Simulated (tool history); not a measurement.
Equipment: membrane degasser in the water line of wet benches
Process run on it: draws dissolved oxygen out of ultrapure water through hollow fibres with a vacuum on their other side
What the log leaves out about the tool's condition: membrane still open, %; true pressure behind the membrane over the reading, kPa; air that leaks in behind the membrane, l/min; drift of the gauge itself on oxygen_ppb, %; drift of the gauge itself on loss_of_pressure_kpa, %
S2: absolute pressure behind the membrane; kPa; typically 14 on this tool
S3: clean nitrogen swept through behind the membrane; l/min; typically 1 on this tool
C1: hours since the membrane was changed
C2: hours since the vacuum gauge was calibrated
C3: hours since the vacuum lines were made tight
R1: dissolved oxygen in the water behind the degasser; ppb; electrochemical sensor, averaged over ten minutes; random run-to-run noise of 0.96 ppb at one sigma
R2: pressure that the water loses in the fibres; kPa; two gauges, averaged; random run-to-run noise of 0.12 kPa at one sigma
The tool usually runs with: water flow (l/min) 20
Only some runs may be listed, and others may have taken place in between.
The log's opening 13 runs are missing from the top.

Run 14, hour 2856.8: usual settings; C1 1227; C2 7304; C3 523. Result: R1 508.9 ppb, R2 49.33 kPa.
Run 15, hour 3056.5: usual settings; C1 1426; C2 7503; C3 723. Result: R1 513.3 ppb, R2 49.49 kPa.
Run 16, hour 3210.2: usual settings; C1 1580; C2 7657; C3 876. Result: R1 513 ppb, R2 49.38 kPa.
Run 17, hour 3504.1: usual settings; C1 1874; C2 7951; C3 1170. Result: R1 512.8 ppb, R2 49.54 kPa.
Run 18, hour 3653.1: usual settings but S2 18.4 kPa; C1 2023; C2 8100; C3 1319. Result: R1 686.1 ppb, R2 49.81 kPa.
At hour 3670.5: vacuum gauge calibrated.
Run 19, hour 3788.7: usual settings but S3 0.75 l/min; C1 2158; C2 118; C3 1454. Result: R1 641.8 ppb, R2 49.73 kPa.
Run 20, hour 3976: usual settings but S3 0.75 l/min; C1 2345; C2 305; C3 1642. Result: R1 642 ppb, R2 49.75 kPa.
Run 21, hour 4196.2: usual settings but S3 0.75 l/min; C1 2566; C2 526; C3 1862. Result: R1 641.5 ppb, R2 49.86 kPa.
Run 22, hour 4382.1: usual settings but water flow (l/min) 19, S2 32.5 kPa, S3 0.49 l/min; C1 2752; C2 712; C3 2048. Result: R1 1906.3 ppb, R2 47.44 kPa.
Run 23, hour 4517.4: usual settings but water flow (l/min) 13, S2 15.9 kPa, S3 2.06 l/min; C1 2887; C2 847; C3 2183. Result: R1 204.5 ppb, R2 32.25 kPa.
Run 24, hour 4653.1: usual settings but water flow (l/min) 30, S3 1.71 l/min; C1 3023; C2 983; C3 2319. Result: R1 576.6 ppb, R2 74.96 kPa.
At hour 4782.6: vacuum gauge calibrated, once more.
Run 25, hour 4924.5: usual settings but S2 9.5 kPa, S3 0.84 l/min; C1 3293; C2 142; C3 2590. Result: R1 361.8 ppb, R2 49.96 kPa.
Run 26, hour 5205.9: usual settings but S2 9.5 kPa, S3 0.84 l/min; C1 3575; C2 423; C3 2871. Result: R1 364.7 ppb, R2 49.9 kPa.
Run 27, hour 5503.1: usual settings but S2 9.5 kPa, S3 0.84 l/min; C1 3872; C2 721; C3 3168. Result: R1 365.2 ppb, R2 50.09 kPa.
Run 28, hour 5758.7: usual settings but water flow (l/min) 19, S3 1.9 l/min; C1 4128; C2 976; C3 3424. Result: R1 290.1 ppb, R2 47.78 kPa.
Run 29, hour 6019.5: usual settings but S2 18.6 kPa; C1 4388; C2 1237; C3 3685. Result: R1 689.4 ppb, R2 49.98 kPa.
Run 30, hour 6271.8: usual settings but water flow (l/min) 27, S2 12.9 kPa; C1 4641; C2 1489; C3 3937. Result: R1 652.4 ppb, R2 67.82 kPa.
Run 31, hour 6572.5: usual settings but water flow (l/min) 27, S2 9.7 kPa, S3 0.58 l/min; C1 4941; C2 1790; C3 4238. Result: R1 676.1 ppb, R2 67.87 kPa.
Run 32, hour 6795.7: usual settings but water flow (l/min) 18, S2 9.9 kPa, S3 2.82 l/min; C1 5165; C2 2013; C3 4461. Result: R1 139 ppb, R2 45.25 kPa.
Run 33, hour 7033.4: usual settings but water flow (l/min) 21, S2 10.2 kPa, S3 2.28 l/min; C1 5402; C2 2251; C3 4699. Result: R1 213 ppb, R2 52.94 kPa.

Forecast each of these 3 alternatives for the next run:
Run A, hour 7233.1: usual settings; C1 5602; C2 2451; C3 4898. Result: R1 ?, R2 ?.
Run B, hour 7233.1: usual settings but water flow (l/min) 21, S2 26.9 kPa, S3 2.21 l/min; C1 5602; C2 2451; C3 4898. Result: R1 ?, R2 ?.
Run C, hour 7233.1: usual settings but water flow (l/min) 21, S2 19.8 kPa, S3 1.07 l/min; C1 5602; C2 2451; C3 4898. Result: R1 ?, R2 ?.

run     R1     R2
  A    512  50.46
  B  564.1  53.05
  C  730.6  52.98
The same runs, with their run-to-run variation unchanged, on a tool lacking any hidden condition would have given:
run     R1     R2
  A  500.6  49.16
  B    552  51.68
  C  717.9  51.61
